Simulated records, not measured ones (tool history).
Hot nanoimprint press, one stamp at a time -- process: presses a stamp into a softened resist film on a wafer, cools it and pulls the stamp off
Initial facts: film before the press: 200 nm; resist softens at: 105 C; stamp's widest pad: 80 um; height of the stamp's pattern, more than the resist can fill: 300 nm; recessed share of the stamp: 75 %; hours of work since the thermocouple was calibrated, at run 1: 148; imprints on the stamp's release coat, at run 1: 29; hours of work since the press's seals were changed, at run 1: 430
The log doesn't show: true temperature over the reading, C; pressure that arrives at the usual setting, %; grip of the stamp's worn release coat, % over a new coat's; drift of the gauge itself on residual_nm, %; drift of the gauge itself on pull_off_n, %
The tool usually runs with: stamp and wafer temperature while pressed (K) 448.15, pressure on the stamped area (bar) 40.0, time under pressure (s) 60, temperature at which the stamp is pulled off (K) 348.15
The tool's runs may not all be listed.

run   hour  stamp and wafer temperature while pressed (K)  pressure on the stamped area (bar)  time under pressure (s)  temperature at which the stamp is pulled off (K)  hours of work since the thermocouple was calibrated  imprints on the stamp's release coat  hours of work since the press's seals were changed  resist left under the stamp's widest pad (nm)  greatest force while the stamp is pulled off (N)
  1    0.0                                         448.15                                40.0                       60                                            348.15                                                  148                                    29                                                 430                                          100.7                                               105
  2   15.7                                         448.15                                40.0                       60                                            348.15                                                  158                                    71                                                 440                                          101.2                                               106
  3   43.5                                         448.15                                40.0                       60                                            348.15                                                  176                                   145                                                 457                                          101.0                                               112
  4   64.5                                         448.15                                40.0                       60                                            348.15                                                  189                                   200                                                 470                                          101.4                                               110
  5   79.5                                         448.15                                40.0                       60                                            348.15                                                  198                                   240                                                 480                                          101.8                                               110
  6   93.3                                         448.15                                40.0                       60                                            348.15                                                  207                                   276                                                 488                                          102.5                                               110
  7  116.2                                         448.15                                40.0                       60                                            348.15                                                  221                                   337                                                 503                                          101.9                                               113
  8  144.8                                         448.15                                40.0                       60                                            348.15                                                  239                                   412                                                 521                                          103.0                                               112
  9  170.2                                         448.15                                40.0                       60                                            348.15                                                  255                                   480                                                 536                                          102.2                                               120
 10  193.6                                         448.15                                40.0                       60                                            348.15                                                  270                                   542                                                 551                                          103.1                                               120
 11  207.9                                         448.15                                40.0                       50                                            348.15                                                  279                                   580                                                 560                                          110.0                                               127
     217.3  -- plate thermocouple calibrated
 12  235.9                                         448.15                                40.0                       60                                            340.15                                                   12                                   646                                                 576                                          101.5                                               151
 13  251.0                                         448.15                                39.1                       60                                            348.15                                                   21                                   686                                                 585                                          102.7                                               128
 14  264.1                                         448.15                                39.1                       60                                            348.15                                                   29                                   720                                                 593                                          102.0                                               127
 15  280.3                                         448.15                                39.1                       60                                            348.15                                                   40                                   763                                                 604                                          102.0                                               132
 16  305.8                                         449.15                                40.0                       57                                            352.15                                                   56                                   831                                                 620                                          100.7                                               120
 17  324.4                                         448.15                                46.7                       68                                            348.15                                                   67                                   880                                                 631                                           91.7                                               134
 18  349.1                                         450.15                                54.8                       55                                            342.15                                                   83                                   945                                                 647                                           88.3                                               164
 19  367.1                                         450.15                                54.8                       55                                            342.15                                                   94                                   993                                                 658                                           88.1                                               162
 20  390.9                                         448.15                                43.3                       60                                            348.15                                                  109                                  1056                                                 673                                           99.4                                               137
 21  413.2                                         448.15                                43.3                       60                                            348.15                                                  123                                  1115                                                 687                                          100.0                                               143
 22  434.8                                         448.15                                40.0                       74                                            355.15                                                  136                                  1172                                                 701                                           95.6                                               111
 23  461.9                                         448.15                                40.0                       74                                            355.15                                                  154                                  1244                                                 718                                           95.0                                               115
 24  483.0                                         447.15                                34.5                       60                                            348.15                                                  167                                  1299                                                 731                                          112.3                                               150
 25  504.7                                         444.15                                40.0                       60                                            339.15                                                  180                                  1357                                                 744                                          116.6                                               193
 26  516.9                                         444.15                                52.8                       60                                            336.15                                                  188                                  1389                                                 752                                          104.8                                               209
 27  534.5                                         444.15                                52.8                       60                                            336.15                                                  199                                  1436                                                 763                                          105.6                                               205
 28  560.2                                         439.15                                60.0                       75                                            351.15                                                  215                                  1504                                                 779                                          110.0                                               142
 29  575.9                                         448.15                                40.0                       60                                            336.15                                                  225                                  1545                                                 789                                          104.5                                               211
 30  601.9                                         448.15                                40.0                       60                                            336.15                                                  241                                  1614                                                 805                                          104.7                                               221

Describe how what the log doesn't record of the tool's condition differs between the last listed run preceding each entry between runs and the first listed run following it.
Between runs 11 and 12: plate thermocouple calibrated (hour 217.3)
  true temperature over the reading, C: -0.59 -> -0.17; pressure that arrives at the usual setting, %: 95.8 -> 95.68; grip of the stamp's worn release coat, % over a new coat's: 19 -> 21.2
  the result without the hidden state subtracted from the measured one, resist left under the stamp's widest pad (nm): +3.5 -> +2.2; greatest force while the stamp is pulled off (N): +22 -> +27
